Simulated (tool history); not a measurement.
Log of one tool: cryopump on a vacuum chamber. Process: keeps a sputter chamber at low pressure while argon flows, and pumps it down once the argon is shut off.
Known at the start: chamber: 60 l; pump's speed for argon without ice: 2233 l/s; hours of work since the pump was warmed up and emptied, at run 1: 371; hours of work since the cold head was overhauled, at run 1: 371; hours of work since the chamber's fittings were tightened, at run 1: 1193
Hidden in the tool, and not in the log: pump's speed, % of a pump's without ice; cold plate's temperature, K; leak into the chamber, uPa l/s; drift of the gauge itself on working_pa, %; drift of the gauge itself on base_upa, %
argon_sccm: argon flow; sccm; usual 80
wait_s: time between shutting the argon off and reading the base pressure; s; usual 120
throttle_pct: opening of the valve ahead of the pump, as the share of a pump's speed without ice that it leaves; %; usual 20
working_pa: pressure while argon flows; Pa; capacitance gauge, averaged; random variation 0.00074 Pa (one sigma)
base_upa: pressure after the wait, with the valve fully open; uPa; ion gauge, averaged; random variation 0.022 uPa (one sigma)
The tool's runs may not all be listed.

run   hour  argon_sccm  wait_s  throttle_pct  hours of work since the pump was warmed up and emptied  hours of work since the cold head was overhauled  hours of work since the chamber's fittings were tightened  working_pa  base_upa
  1      0          80     120            20                                                     371                                               371                                                       1193      0.3092      0.86
  2     10          80     120            20                                                     380                                               380                                                       1202      0.3083      0.89
  3     21          80     120            20                                                     389                                               389                                                       1211      0.3098      0.92
  4     36          80     120            20                                                     402                                               402                                                       1225      0.3087      0.88
  5     51          80     120            20                                                     416                                               416                                                       1238        0.31      0.86
  6   66.9          98     120            20                                                     430                                               430                                                       1252      0.3803      0.91
  7   86.6          98     120            30                                                     447                                               447                                                       1269      0.2564      0.86
  8  100.6          80     120            20                                                     459                                               459                                                       1282        0.31      0.92
  9  119.9          80     120            20                                                     477                                               477                                                       1299      0.3106      0.93
 10  137.3          80     120            20                                                     492                                               492                                                       1314      0.3124      0.91
 11    160          80     120            20                                                     512                                               512                                                       1334      0.3114      0.86
 12  175.7          80     120            20                                                     526                                               526                                                       1348      0.3108       0.9
 13  190.8          80     120            20                                                     539                                               539                                                       1361      0.3102      0.89
 14  213.5          80     120            20                                                     559                                               559                                                       1381        0.31      0.88
 15  230.2          80     120            20                                                     574                                               574                                                       1396      0.3125      0.89
 16  251.9          80     120            20                                                     593                                               593                                                       1415      0.3122      0.93
 17  268.2          80     120            20                                                     607                                               607                                                       1430      0.3133      0.93
 18  278.3          80     120            20                                                     616                                               616                                                       1439      0.3129      0.91
 19  296.9          80     120            20                                                     633                                               633                                                       1455      0.3141      0.92
 20  311.9         111      57            34                                                     646                                               646                                                       1468      0.2626      1.48
 21  331.1          75      21            21                                                     663                                               663                                                       1485      0.2812      3.54
 22    341          37     268            20                                                     672                                               672                                                       1494      0.1451      0.63
 23  362.5          37     268            20                                                     691                                               691                                                       1513       0.145      0.62
 24  375.7          54     127            48                                                     702                                               702                                                       1525      0.0932      0.96
     390.9  -- pump warmed up, emptied and cooled again
 25  391.1          54     127            22                                                       0                                               712                                                       1534      0.1869      0.84
 26  409.3         138     145            20                                                      16                                               728                                                       1550      0.5233      0.77
 27  427.7          79      22            21                                                      32                                               744                                                       1566      0.2845      3.47
 28  437.9         100      22            31                                                      41                                               753                                                       1575      0.2457      3.35
 29    455         100      22            31                                                      57                                               768                                                       1590      0.2451      3.36
 30  474.8         100      22            31                                                      74                                               785                                                       1608      0.2469      3.33
 31  494.3          59      40            26                                                      91                                               803                                                       1625      0.1739      2.04
 32  504.7         159      48            20                                                     100                                               812                                                       1634      0.6083      1.72
 33  526.7          65     193            25                                                     120                                               831                                                       1653      0.1996      0.67
 34  546.1          85     120            48                                                     137                                               848                                                       1670      0.1367      0.88
 35  567.7          69     210            52                                                     156                                               867                                                       1690      0.1034      0.65

Measured less the same run without the tool's hidden state. The same run-to-run variation is in both; the gauge's scatter may not be:
run  working_pa  base_upa
  1     +0.0062     +0.18
  2     +0.0063     +0.18
  3     +0.0064     +0.18
  4     +0.0067     +0.19
  5     +0.0069     +0.19
  6     +0.0087     +0.19
  7     +0.0091     +0.19
  8     +0.0076      +0.2
  9      +0.008     +0.21
 10     +0.0083     +0.21
 11     +0.0086      +0.2
 12     +0.0089     +0.22
 13     +0.0091     +0.21
 14     +0.0095     +0.22
 15     +0.0099     +0.23
 16     +0.0102     +0.24
 17     +0.0105     +0.23
 18     +0.0107     +0.23
 19     +0.0111     +0.24
 20     +0.0156     +0.24
 21      +0.011     +0.24
 22     +0.0055     +0.25
 23     +0.0057     +0.25
 24     +0.0084     +0.26
 25     +0.0003      +0.2
 26     +0.0013      +0.2
 27      +0.001     +0.21
 28     +0.0015      +0.2
 29     +0.0017     +0.21
 30      +0.002     +0.21
 31     +0.0014     +0.22
 32     +0.0041     +0.21
 33     +0.0019     +0.22
 34     +0.0028     +0.22
 35     +0.0025     +0.23
